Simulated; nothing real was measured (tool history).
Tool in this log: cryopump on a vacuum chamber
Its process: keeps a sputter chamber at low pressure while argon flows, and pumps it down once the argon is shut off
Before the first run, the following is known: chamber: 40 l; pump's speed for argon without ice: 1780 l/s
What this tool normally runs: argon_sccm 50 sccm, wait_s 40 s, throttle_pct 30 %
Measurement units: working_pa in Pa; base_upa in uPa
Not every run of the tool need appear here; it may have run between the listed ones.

run     day  argon_sccm  wait_s  throttle_pct  working_pa  base_upa
  1   0.000          50      40            30      0.1584      1.40
  2   4.146          50      40            16      0.2991      1.40
  3   8.588          50      40            16      0.3005      1.47
  4  11.046          50     101            30      0.1632      0.90
  5  13.288          50      60            30      0.1641      1.24
  6  15.333          50      28            30      0.1638      1.99
  7  19.604          50     129            30      0.1658      0.92
  8  23.283          50      28            27      0.1824      2.05
  9  25.204         100     268            54      0.1969      0.91
     26.046  -- pump warmed up, emptied and cooled again
 10  28.862         100     268            23      0.4204      0.84
 11  32.979          50      40            39      0.1262      1.68

A few steps of working_pa between consecutive runs. Split each: what settings, incoming material and random variation would produce without the hidden state, and what is left over for the hidden state, along with gauge scatter present in only one of the two compared results (measured, and without hidden state):
The hidden state here: pump's speed, % of a pump's without ice; cold plate's temperature, K; leak into the chamber, uPa l/s; drift of the gauge itself on working_pa, %; drift of the gauge itself on base_upa, %.
Run 9 -> 10: throttle_pct 54 -> 23, pump warmed up, emptied and cooled again. working_pa +0.2235 Pa: hidden state -0.0129, all else +0.2364.
Run 10 -> 11: argon_sccm 100 -> 50, wait_s 268 -> 40, throttle_pct 23 -> 39. working_pa -0.2942 Pa: hidden state -0.0020, all else -0.2922.
